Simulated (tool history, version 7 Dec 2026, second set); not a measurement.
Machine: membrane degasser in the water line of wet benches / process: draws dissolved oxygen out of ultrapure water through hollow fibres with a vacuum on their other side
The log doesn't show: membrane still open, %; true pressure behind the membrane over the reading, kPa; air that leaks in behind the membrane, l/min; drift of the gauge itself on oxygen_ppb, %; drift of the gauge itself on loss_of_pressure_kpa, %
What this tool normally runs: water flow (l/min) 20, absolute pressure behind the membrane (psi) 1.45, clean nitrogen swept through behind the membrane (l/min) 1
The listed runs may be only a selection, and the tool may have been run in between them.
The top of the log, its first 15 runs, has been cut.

| run | hour | water flow (l/min) | absolute pressure behind the membrane (psi) | clean nitrogen swept through behind the membrane (l/min) | hours since the membrane was changed | hours since the vacuum gauge was calibrated | hours since the vacuum lines were made tight | dissolved oxygen in the water behind the degasser (ppb) | pressure that the water loses in the fibres (psi) |
|---|---|---|---|---|---|---|---|---|---|
| 16 | 2215.5 | 20 | 1.12 | 1 | 10921 | 5365 | 10263 | 197.3 | 8.067 |
| 17 | 2355.2 | 15 | 1.45 | 1 | 11061 | 5505 | 10403 | 227.4 | 6.034 |
| 18 | 2475.8 | 15 | 1.45 | 1 | 11182 | 5626 | 10523 | 226.3 | 6.109 |
| 19 | 2648.7 | 15 | 1.45 | 1.69 | 11355 | 5799 | 10696 | 143.1 | 6.06 |
|  | 2665.6 | vacuum gauge calibrated |
| 20 | 2739.2 | 15 | 1.45 | 0.68 | 11444 | 74 | 10786 | 318.8 | 6.089 |
| 21 | 2887.3 | 25 | 2.19 | 0.64 | 11593 | 222 | 10934 | 868.6 | 10.138 |
| 22 | 3062.3 | 15 | 1.2 | 0.85 | 11768 | 397 | 11109 | 201.1 | 6.137 |
| 23 | 3189 | 19 | 1.45 | 1.78 | 11894 | 523 | 11236 | 170.6 | 7.691 |
| 24 | 3280.5 | 15 | 2.58 | 1 | 11986 | 615 | 11328 | 482.8 | 6.115 |
| 25 | 3497.2 | 20 | 1.45 | 2.53 | 12203 | 832 | 11544 | 130 | 8.121 |
| 26 | 3588.4 | 20 | 2.6 | 1.73 | 12294 | 923 | 11635 | 386.1 | 8.116 |
| 27 | 3780.9 | 14 | 1.45 | 0.58 | 12486 | 1115 | 11828 | 343.6 | 5.742 |
| 28 | 3897.8 | 29 | 0.87 | 0.8 | 12603 | 1232 | 11945 | 217.8 | 11.809 |
| 29 | 4075.1 | 13 | 1.45 | 1 | 12780 | 1409 | 12122 | 201.5 | 5.275 |
| 30 | 4266.6 | 13 | 1.45 | 1 | 12972 | 1601 | 12314 | 202.7 | 5.276 |
| 31 | 4367.5 | 20 | 1.45 | 0.98 | 13073 | 1702 | 12415 | 302.9 | 8.105 |
|  | 4436.5 | seals of the vacuum lines changed |
| 32 | 4522.2 | 20 | 1.45 | 0.98 | 13226 | 1855 | 86 | 299.7 | 8.142 |

Below are 4 alternative next runs, each starting from the tool's condition after run 32. Predict each:
| A | 4613 | 14 | 1.45 | 0.5 | 13316 | 1945 | 177 | ? | ? |
| B | 4613 | 19 | 1.32 | 1.03 | 13316 | 1945 | 177 | ? | ? |
| C | 4613 | 23 | 1.45 | 1 | 13316 | 1945 | 177 | ? | ? |
| D | 4613 | 14 | 1.45 | 1 | 13316 | 1945 | 177 | ? | ? |

| run | dissolved oxygen in the water behind the degasser (ppb) | pressure that the water loses in the fibres (psi) |
|---|---|---|
| A | 396.2 | 5.642 |
| B | 238.4 | 7.707 |
| C | 337.8 | 9.31 |
| D | 216.5 | 5.717 |
The same runs, with their run-to-run variation unchanged, on a tool lacking any hidden condition would have given:
| run | dissolved oxygen in the water behind the degasser (ppb) | pressure that the water loses in the fibres (psi) |
|---|---|---|
| A | 395.9 | 5.635 |
| B | 238.2 | 7.697 |
| C | 337.5 | 9.297 |
| D | 216.4 | 5.71 |
